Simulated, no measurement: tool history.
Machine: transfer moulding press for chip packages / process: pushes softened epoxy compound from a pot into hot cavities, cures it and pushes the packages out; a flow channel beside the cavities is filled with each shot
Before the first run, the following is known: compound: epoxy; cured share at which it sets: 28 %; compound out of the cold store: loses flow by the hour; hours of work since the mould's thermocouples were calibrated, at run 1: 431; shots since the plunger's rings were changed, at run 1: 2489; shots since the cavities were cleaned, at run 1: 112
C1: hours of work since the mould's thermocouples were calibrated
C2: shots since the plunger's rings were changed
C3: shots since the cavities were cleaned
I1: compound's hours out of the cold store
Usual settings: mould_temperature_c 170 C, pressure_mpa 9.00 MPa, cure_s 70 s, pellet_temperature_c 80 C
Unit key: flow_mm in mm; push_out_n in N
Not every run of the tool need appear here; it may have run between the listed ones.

Run 1, hour 0.0: usual settings; C1 431; C2 2489; C3 112; I1 9.4. Result: flow_mm 759 mm, push_out_n 554 N.
Run 2, hour 49.2: usual settings; C1 463; C2 3265; C3 888; I1 21.7. Result: flow_mm 689 mm, push_out_n 844 N.
At hour 68.4: plunger's sealing rings changed.
At hour 74.1: cavities cleaned with cleaning compound and waxed.
Run 3, hour 89.3: usual settings; C1 486; C2 305; C3 239; I1 40.7. Result: flow_mm 658 mm, push_out_n 584 N.
Run 4, hour 124.9: usual settings; C1 509; C2 867; C3 801; I1 26.4. Result: flow_mm 718 mm, push_out_n 791 N.
At hour 151.6: cavities cleaned with cleaning compound and waxed.
Run 5, hour 177.8: usual settings; C1 543; C2 1676; C3 412; I1 39.0. Result: flow_mm 655 mm, push_out_n 657 N.
At hour 197.6: mould's thermocouples calibrated.
Run 6, hour 203.3: usual settings; C1 4; C2 2047; C3 783; I1 41.6. Result: flow_mm 645 mm, push_out_n 701 N.
At hour 232.7: cavities cleaned with cleaning compound and waxed.
Run 7, hour 248.8: usual settings; C1 32; C2 2741; C3 253; I1 16.4. Result: flow_mm 743 mm, push_out_n 609 N.
Run 8, hour 289.6: usual settings but pellet_temperature_c 90 C; C1 59; C2 3384; C3 896; I1 14.5. Result: flow_mm 745 mm, push_out_n 757 N.
At hour 304.3: plunger's sealing rings changed.
At hour 314.6: cavities cleaned with cleaning compound and waxed.
Run 9, hour 321.7: usual settings but mould_temperature_c 173 C, pressure_mpa 8.93 MPa, cure_s 78 s, pellet_temperature_c 75 C; C1 77; C2 249; C3 110; I1 36.7. Result: flow_mm 681 mm, push_out_n 365 N.
Run 10, hour 360.4: usual settings but pressure_mpa 8.43 MPa; C1 102; C2 860; C3 721; I1 39.6. Result: flow_mm 644 mm, push_out_n 727 N.
Run 11, hour 381.9: usual settings but cure_s 94 s; C1 116; C2 1198; C3 1059; I1 15.6. Result: flow_mm 748 mm, push_out_n 503 N.
At hour 392.3: cavities cleaned with cleaning compound and waxed.
Run 12, hour 425.3: usual settings but cure_s 94 s; C1 144; C2 1860; C3 522; I1 16.2. Result: flow_mm 758 mm, push_out_n 440 N.
Run 13, hour 464.8: usual settings but pressure_mpa 8.22 MPa, cure_s 94 s; C1 169; C2 2481; C3 1143; I1 16.3. Result: flow_mm 712 mm, push_out_n 519 N.
At hour 469.9: cavities cleaned with cleaning compound and waxed.
Run 14, hour 493.7: usual settings but mould_temperature_c 168 C, pressure_mpa 9.09 MPa, cure_s 89 s, pellet_temperature_c 74 C; C1 187; C2 2914; C3 375; I1 27.9. Result: flow_mm 690 mm, push_out_n 461 N.
Run 15, hour 528.6: usual settings but mould_temperature_c 165 C, pressure_mpa 7.77 MPa, cure_s 89 s, pellet_temperature_c 78 C; C1 210; C2 3464; C3 925; I1 23.4. Result: flow_mm 657 mm, push_out_n 630 N.

Below are 5 alternative next runs, each starting from the tool's condition after run 15. Predict each:
At hour 535.4: plunger's sealing rings changed.
At hour 551.1: cavities cleaned with cleaning compound and waxed.
Run A, hour 582.3: usual settings but mould_temperature_c 166 C, cure_s 51 s, pellet_temperature_c 73 C; C1 242; C2 716; C3 492; I1 15.9. Result: flow_mm ?, push_out_n ?.
At hour 535.4: plunger's sealing rings changed.
At hour 551.1: cavities cleaned with cleaning compound and waxed.
Run B, hour 582.3: usual settings but cure_s 72 s; C1 242; C2 716; C3 492; I1 15.2. Result: flow_mm ?, push_out_n ?.
At hour 535.4: plunger's sealing rings changed.
At hour 551.1: cavities cleaned with cleaning compound and waxed.
Run C, hour 582.3: usual settings but pressure_mpa 9.04 MPa, cure_s 51 s, pellet_temperature_c 73 C; C1 242; C2 716; C3 492; I1 40.9. Result: flow_mm ?, push_out_n ?.
At hour 535.4: plunger's sealing rings changed.
At hour 551.1: cavities cleaned with cleaning compound and waxed.
Run D, hour 582.3: usual settings but mould_temperature_c 177 C, pressure_mpa 7.77 MPa, cure_s 89 s, pellet_temperature_c 83 C; C1 242; C2 716; C3 492; I1 26.1. Result: flow_mm ?, push_out_n ?.
At hour 535.4: plunger's sealing rings changed.
At hour 551.1: cavities cleaned with cleaning compound and waxed.
Run E, hour 582.3: usual settings but cure_s 101 s, pellet_temperature_c 79 C; C1 242; C2 716; C3 492; I1 26.7. Result: flow_mm ?, push_out_n ?.

run  flow_mm  push_out_n
  A      771        1897
  B      761         691
  C      664        1428
  D      664         416
  E      728         432
With the hidden condition removed and each run's random variation left untouched, the same runs would have given:
run  flow_mm  push_out_n
  A      782        1182
  B      772         427
  C      674         885
  D      673         262
  E      739         275
